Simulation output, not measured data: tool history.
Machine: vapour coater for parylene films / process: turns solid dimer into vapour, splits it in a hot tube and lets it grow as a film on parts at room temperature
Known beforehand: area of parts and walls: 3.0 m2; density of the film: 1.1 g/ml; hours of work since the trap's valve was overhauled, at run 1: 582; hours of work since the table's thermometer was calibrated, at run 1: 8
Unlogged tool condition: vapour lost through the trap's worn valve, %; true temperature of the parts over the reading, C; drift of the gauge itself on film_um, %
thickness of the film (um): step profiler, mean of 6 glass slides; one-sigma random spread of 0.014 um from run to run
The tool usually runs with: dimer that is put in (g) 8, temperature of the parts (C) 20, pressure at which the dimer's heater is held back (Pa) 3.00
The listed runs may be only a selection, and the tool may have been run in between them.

| run | hour | dimer that is put in (g) | temperature of the parts (C) | pressure at which the dimer's heater is held back (Pa) | hours of work since the trap's valve was overhauled | hours of work since the table's thermometer was calibrated | thickness of the film (um) |
|---|---|---|---|---|---|---|---|
| 1 | 0.0 | 8 | 20 | 3.00 | 582 | 8 | 1.18 |
|  | 40.0 | trap's valve overhauled |
| 2 | 61.5 | 8 | 20 | 3.00 | 18 | 57 | 1.18 |
| 3 | 96.6 | 8 | 20 | 3.00 | 48 | 87 | 1.19 |
| 4 | 143.2 | 8 | 20 | 3.00 | 88 | 126 | 1.19 |
| 5 | 206.8 | 8 | 20 | 3.00 | 142 | 180 | 1.20 |
| 6 | 269.1 | 8 | 20 | 3.00 | 194 | 233 | 1.17 |
| 7 | 321.9 | 8 | 20 | 3.00 | 239 | 278 | 1.16 |
| 8 | 376.3 | 8 | 20 | 6.61 | 285 | 324 | 1.12 |
| 9 | 445.7 | 8 | 20 | 6.61 | 344 | 383 | 1.09 |
| 10 | 481.1 | 8 | 20 | 6.61 | 374 | 413 | 1.12 |
| 11 | 550.7 | 8 | 20 | 6.61 | 433 | 472 | 1.12 |
| 12 | 617.5 | 8 | 20 | 6.61 | 490 | 529 | 1.14 |
| 13 | 670.0 | 8 | 20 | 6.61 | 535 | 574 | 1.13 |
| 14 | 720.4 | 8 | 20 | 2.22 | 577 | 616 | 1.17 |
| 15 | 755.4 | 8 | 20 | 2.22 | 607 | 646 | 1.20 |
|  | 765.7 | trap's valve overhauled |
| 16 | 796.9 | 8 | 20 | 3.00 | 27 | 678 | 1.16 |
| 17 | 827.6 | 8 | 20 | 3.00 | 53 | 704 | 1.16 |
| 18 | 892.3 | 8 | 25 | 2.97 | 107 | 759 | 1.07 |
| 19 | 947.9 | 8 | 32 | 2.80 | 155 | 806 | 0.88 |
| 20 | 994.9 | 8 | 32 | 2.80 | 195 | 846 | 0.92 |
| 21 | 1033.5 | 8 | 32 | 2.80 | 227 | 879 | 0.92 |
| 22 | 1071.8 | 5 | 20 | 7.33 | 260 | 911 | 0.68 |
| 23 | 1127.6 | 5 | 20 | 7.33 | 307 | 959 | 0.71 |
| 24 | 1170.1 | 5 | 20 | 3.00 | 343 | 995 | 0.73 |
| 25 | 1241.3 | 4 | 32 | 4.21 | 404 | 1055 | 0.45 |
| 26 | 1275.7 | 5 | 32 | 8.17 | 433 | 1084 | 0.55 |
| 27 | 1312.9 | 4 | 16 | 3.00 | 464 | 1116 | 0.64 |
| 28 | 1359.7 | 4 | 16 | 3.00 | 504 | 1155 | 0.65 |
| 29 | 1391.3 | 4 | 25 | 11.61 | 531 | 1182 | 0.47 |
| 30 | 1448.3 | 9 | 26 | 3.64 | 579 | 1231 | 1.18 |
|  | 1491.3 | trap's valve overhauled |
| 31 | 1510.9 | 7 | 17 | 3.64 | 17 | 1280 | 1.11 |
| 32 | 1559.1 | 5 | 13 | 3.29 | 58 | 1321 | 0.86 |
| 33 | 1588.9 | 8 | 16 | 9.68 | 83 | 1347 | 1.20 |

Here are 5 independent what-if runs from the current tool condition. What would each one return?
| A | 1641.2 | 7 | 20 | 3.00 | 127 | 1391 | ? |
| B | 1641.2 | 6 | 16 | 9.68 | 127 | 1391 | ? |
| C | 1641.2 | 3 | 23 | 11.48 | 127 | 1391 | ? |
| D | 1641.2 | 8 | 21 | 6.40 | 127 | 1391 | ? |
| E | 1641.2 | 9 | 20 | 3.00 | 127 | 1391 | ? |

| run | thickness of the film (um) |
|---|---|
| A | 1.00 |
| B | 0.91 |
| C | 0.38 |
| D | 1.10 |
| E | 1.33 |
The same runs, with their run-to-run variation unchanged, on a tool lacking any hidden condition would have given:
| run | thickness of the film (um) |
|---|---|
| A | 1.00 |
| B | 0.91 |
| C | 0.38 |
| D | 1.11 |
| E | 1.33 |
